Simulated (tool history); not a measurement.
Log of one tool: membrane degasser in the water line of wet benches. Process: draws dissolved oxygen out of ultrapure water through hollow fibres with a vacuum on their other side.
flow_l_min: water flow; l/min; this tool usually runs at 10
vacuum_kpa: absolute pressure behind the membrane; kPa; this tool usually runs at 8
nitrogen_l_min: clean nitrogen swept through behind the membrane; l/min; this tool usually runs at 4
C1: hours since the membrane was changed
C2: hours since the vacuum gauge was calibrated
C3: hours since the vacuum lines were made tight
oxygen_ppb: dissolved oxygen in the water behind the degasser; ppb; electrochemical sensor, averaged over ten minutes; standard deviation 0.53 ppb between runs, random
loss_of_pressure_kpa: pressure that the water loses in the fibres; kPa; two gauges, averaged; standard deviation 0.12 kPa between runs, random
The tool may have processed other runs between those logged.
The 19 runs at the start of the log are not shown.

run 20 hour=2604.6 | flow_l_min=10 vacuum_kpa=16.22 nitrogen_l_min=1.9 | C1=7659 C2=4096 C3=5031 | oxygen_ppb=207.2 loss_of_pressure_kpa=46.83
run 21 hour=2794.9 | flow_l_min=10 vacuum_kpa=16.22 nitrogen_l_min=1.9 | C1=7849 C2=4286 C3=5221 | oxygen_ppb=206.8 loss_of_pressure_kpa=46.69
run 22 hour=2934.5 | flow_l_min=10 vacuum_kpa=16.22 nitrogen_l_min=1.9 | C1=7989 C2=4426 C3=5361 | oxygen_ppb=208.7 loss_of_pressure_kpa=47.02
run 23 hour=3059.7 | flow_l_min=10 vacuum_kpa=6.95 nitrogen_l_min=2.08 | C1=8114 C2=4551 C3=5486 | oxygen_ppb=79.6 loss_of_pressure_kpa=46.97
run 24 hour=3152.6 | flow_l_min=14 vacuum_kpa=13.67 nitrogen_l_min=3.48 | C1=8207 C2=4644 C3=5579 | oxygen_ppb=240.4 loss_of_pressure_kpa=65.96
run 25 hour=3319 | flow_l_min=9 vacuum_kpa=13.67 nitrogen_l_min=2 | C1=8373 C2=4810 C3=5745 | oxygen_ppb=143.6 loss_of_pressure_kpa=42.22
-- hour=3377.5 vacuum gauge calibrated
run 26 hour=3482.2 | flow_l_min=7 vacuum_kpa=13.87 nitrogen_l_min=4 | C1=8536 C2=105 C3=5908 | oxygen_ppb=57 loss_of_pressure_kpa=32.92
run 27 hour=3689 | flow_l_min=7 vacuum_kpa=13.87 nitrogen_l_min=4 | C1=8743 C2=312 C3=6115 | oxygen_ppb=56.8 loss_of_pressure_kpa=32.99
run 28 hour=3780.4 | flow_l_min=7 vacuum_kpa=13.87 nitrogen_l_min=4 | C1=8834 C2=403 C3=6206 | oxygen_ppb=55.8 loss_of_pressure_kpa=32.81
run 29 hour=3893.6 | flow_l_min=7 vacuum_kpa=13.87 nitrogen_l_min=4 | C1=8947 C2=516 C3=6319 | oxygen_ppb=56.6 loss_of_pressure_kpa=33.03
run 30 hour=4041 | flow_l_min=10 vacuum_kpa=6.93 nitrogen_l_min=5.66 | C1=9095 C2=664 C3=6467 | oxygen_ppb=51.6 loss_of_pressure_kpa=47.16
run 31 hour=4213.7 | flow_l_min=15 vacuum_kpa=16.35 nitrogen_l_min=4.58 | C1=9268 C2=836 C3=6639 | oxygen_ppb=285.9 loss_of_pressure_kpa=70.56
run 32 hour=4335.9 | flow_l_min=8 vacuum_kpa=16.54 nitrogen_l_min=4.58 | C1=9390 C2=958 C3=6762 | oxygen_ppb=74.6 loss_of_pressure_kpa=37.6

What if the next run were any one of these 4? Each begins from the tool's condition after run 32:
-- hour=4511.8 seals of the vacuum lines changed
run A hour=4511.8 | flow_l_min=10 vacuum_kpa=16.54 nitrogen_l_min=4.58 | C1=9564 C2=1132 C3=0 | oxygen_ppb=? loss_of_pressure_kpa=?
-- hour=4511.8 seals of the vacuum lines changed
run B hour=4511.8 | flow_l_min=9 vacuum_kpa=12.3 nitrogen_l_min=10.21 | C1=9564 C2=1132 C3=0 | oxygen_ppb=? loss_of_pressure_kpa=?
-- hour=4511.8 seals of the vacuum lines changed
run C hour=4511.8 | flow_l_min=10 vacuum_kpa=4.91 nitrogen_l_min=10.33 | C1=9564 C2=1132 C3=0 | oxygen_ppb=? loss_of_pressure_kpa=?
-- hour=4511.8 seals of the vacuum lines changed
run D hour=4511.8 | flow_l_min=11 vacuum_kpa=14.39 nitrogen_l_min=3.47 | C1=9564 C2=1132 C3=0 | oxygen_ppb=? loss_of_pressure_kpa=?

run=A oxygen_ppb=106.9 loss_of_pressure_kpa=47.36
run=B oxygen_ppb=41.4 loss_of_pressure_kpa=42.5
run=C oxygen_ppb=39.3 loss_of_pressure_kpa=47.45
run=D oxygen_ppb=139.3 loss_of_pressure_kpa=51.95
Take away the tool's hidden state, keep each run's random variation, and the runs would have read:
run=A oxygen_ppb=98.8 loss_of_pressure_kpa=45.3
run=B oxygen_ppb=36.2 loss_of_pressure_kpa=40.65
run=C oxygen_ppb=31.5 loss_of_pressure_kpa=45.4
run=D oxygen_ppb=127.9 loss_of_pressure_kpa=49.7
